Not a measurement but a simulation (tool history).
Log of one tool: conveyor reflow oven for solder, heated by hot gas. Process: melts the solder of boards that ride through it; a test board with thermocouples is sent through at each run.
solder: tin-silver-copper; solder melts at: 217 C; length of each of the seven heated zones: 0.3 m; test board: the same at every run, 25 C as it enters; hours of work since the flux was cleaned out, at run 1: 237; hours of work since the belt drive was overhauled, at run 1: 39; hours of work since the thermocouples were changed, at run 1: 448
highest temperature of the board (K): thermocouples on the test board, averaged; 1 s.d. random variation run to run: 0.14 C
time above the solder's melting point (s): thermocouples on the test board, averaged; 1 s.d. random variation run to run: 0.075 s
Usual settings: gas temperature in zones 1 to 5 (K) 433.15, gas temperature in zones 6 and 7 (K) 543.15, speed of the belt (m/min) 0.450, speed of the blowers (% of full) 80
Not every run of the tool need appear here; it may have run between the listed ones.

run	hour	gas temperature in zones 1 to 5 (K)	gas temperature in zones 6 and 7 (K)	speed of the belt (m/min)	speed of the blowers (% of full)	hours of work since the flux was cleaned out	hours of work since the belt drive was overhauled	hours of work since the thermocouples were changed	highest temperature of the board (K)	time above the solder's melting point (s)
1	0.0	433.15	543.15	0.450	80	237	39	448	525.45	56.01
2	7.0	433.15	543.15	0.450	79	241	44	452	525.45	55.86
3	14.9	433.15	543.15	0.450	79	246	49	457	525.25	55.79
4	24.7	433.15	543.15	0.450	79	253	55	464	525.35	55.74
5	30.5	433.15	543.15	0.450	79	257	59	468	525.25	55.64
6	38.6	433.15	543.15	0.450	80	262	65	473	525.35	55.84
7	46.2	433.15	536.15	0.450	82	267	70	478	519.15	50.97
8	51.7	433.15	536.15	0.450	82	271	73	482	519.25	50.94
9	59.7	439.15	555.15	0.487	74	276	79	487	533.25	57.69
# hour 66.7: flux residue cleaned out of gas plates and filters
10	70.9	429.15	555.15	0.450	76	3	83	491	536.75	62.24
11	75.1	429.15	555.15	0.450	76	6	85	494	536.35	62.12
12	79.3	426.15	555.15	0.389	85	8	88	497	542.25	75.90

5 options for the next run, each taken on its own from the tool as it stands now. Forecast them:
A	83.8	442.15	553.15	0.450	88	11	91	500	?	?
B	83.8	433.15	543.15	0.450	62	11	91	500	?	?
C	83.8	431.15	543.15	0.450	80	11	91	500	?	?
D	83.8	446.15	544.15	0.389	85	11	91	500	?	?
E	83.8	440.15	555.15	0.438	79	11	91	500	?	?

run	highest temperature of the board (K)	time above the solder's melting point (s)
A	538.15	67.31
B	523.75	53.87
C	526.25	56.33
D	533.65	77.73
E	539.55	69.20
Take away the tool's hidden state, keep each run's random variation, and the runs would have read:
run	highest temperature of the board (K)	time above the solder's melting point (s)
A	539.85	67.96
B	525.35	54.96
C	527.85	57.34
D	535.25	78.47
E	541.15	69.86

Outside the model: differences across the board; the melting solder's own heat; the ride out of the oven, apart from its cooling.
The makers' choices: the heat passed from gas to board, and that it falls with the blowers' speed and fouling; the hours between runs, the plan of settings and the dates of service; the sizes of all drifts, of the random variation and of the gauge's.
